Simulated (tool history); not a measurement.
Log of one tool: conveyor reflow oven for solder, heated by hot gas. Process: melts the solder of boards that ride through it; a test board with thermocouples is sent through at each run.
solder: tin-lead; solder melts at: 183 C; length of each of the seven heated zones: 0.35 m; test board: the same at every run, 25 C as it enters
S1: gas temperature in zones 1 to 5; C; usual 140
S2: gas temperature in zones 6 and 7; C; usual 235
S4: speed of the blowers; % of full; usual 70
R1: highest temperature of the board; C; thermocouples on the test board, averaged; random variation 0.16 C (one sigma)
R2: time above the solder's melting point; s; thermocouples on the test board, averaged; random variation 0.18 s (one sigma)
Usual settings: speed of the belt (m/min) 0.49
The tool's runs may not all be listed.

run 1 day=0 | S1=140 S2=235 speed_of_the_belt_(m/min)=0.49 S4=70 | R1=214.5 R2=62.3
run 2 day=3.146 | S1=140 S2=235 speed_of_the_belt_(m/min)=0.49 S4=70 | R1=214.4 R2=62.4
run 3 day=5.621 | S1=140 S2=248 speed_of_the_belt_(m/min)=0.49 S4=70 | R1=225.7 R2=71.5
run 4 day=7.521 | S1=140 S2=248 speed_of_the_belt_(m/min)=0.49 S4=70 | R1=225.1 R2=70.9
-- day=9.542 flux residue cleaned out of gas plates and filters
run 5 day=10.779 | S1=140 S2=232 speed_of_the_belt_(m/min)=0.49 S4=70 | R1=213.3 R2=61.4
run 6 day=13.079 | S1=140 S2=232 speed_of_the_belt_(m/min)=0.49 S4=70 | R1=213.1 R2=61.7
run 7 day=15.3 | S1=140 S2=232 speed_of_the_belt_(m/min)=0.49 S4=70 | R1=213.1 R2=61.2
-- day=18.042 belt drive overhauled, speed set with a stopwatch
run 8 day=18.617 | S1=140 S2=248 speed_of_the_belt_(m/min)=0.49 S4=70 | R1=226.2 R2=71.3
run 9 day=21.858 | S1=140 S2=248 speed_of_the_belt_(m/min)=0.49 S4=70 | R1=225.8 R2=71.7
run 10 day=24.567 | S1=140 S2=248 speed_of_the_belt_(m/min)=0.49 S4=70 | R1=226 R2=71
run 11 day=26.938 | S1=132 S2=248 speed_of_the_belt_(m/min)=0.452 S4=57 | R1=223.7 R2=72.8
run 12 day=28.746 | S1=132 S2=248 speed_of_the_belt_(m/min)=0.452 S4=75 | R1=228.4 R2=76.1
-- day=32.038 flux residue cleaned out of gas plates and filters
run 13 day=32.038 | S1=140 S2=235 speed_of_the_belt_(m/min)=0.492 S4=60 | R1=213.7 R2=60.2
run 14 day=34.058 | S1=140 S2=235 speed_of_the_belt_(m/min)=0.465 S4=70 | R1=218.2 R2=69.2
run 15 day=35.646 | S1=147 S2=235 speed_of_the_belt_(m/min)=0.49 S4=70 | R1=217.7 R2=68
run 16 day=37.988 | S1=140 S2=245 speed_of_the_belt_(m/min)=0.392 S4=70 | R1=232.1 R2=95.1

Forecast each of these 4 alternatives for the next run:
run A day=39.971 | S1=148 S2=235 speed_of_the_belt_(m/min)=0.49 S4=63 | R1=? R2=?
run B day=39.971 | S1=140 S2=229 speed_of_the_belt_(m/min)=0.392 S4=83 | R1=? R2=?
run C day=39.971 | S1=138 S2=235 speed_of_the_belt_(m/min)=0.49 S4=70 | R1=? R2=?
run D day=39.971 | S1=147 S2=235 speed_of_the_belt_(m/min)=0.456 S4=70 | R1=? R2=?

run=A R1=216.2 R2=66.7
run=B R1=219.8 R2=85.7
run=C R1=215.6 R2=62.1
run=D R1=219.9 R2=75.2
Without the tool's hidden state the same runs would have given:
run=A R1=215.4 R2=65.8
run=B R1=218.9 R2=84.6
run=C R1=214.9 R2=61.3
run=D R1=219.1 R2=74.3

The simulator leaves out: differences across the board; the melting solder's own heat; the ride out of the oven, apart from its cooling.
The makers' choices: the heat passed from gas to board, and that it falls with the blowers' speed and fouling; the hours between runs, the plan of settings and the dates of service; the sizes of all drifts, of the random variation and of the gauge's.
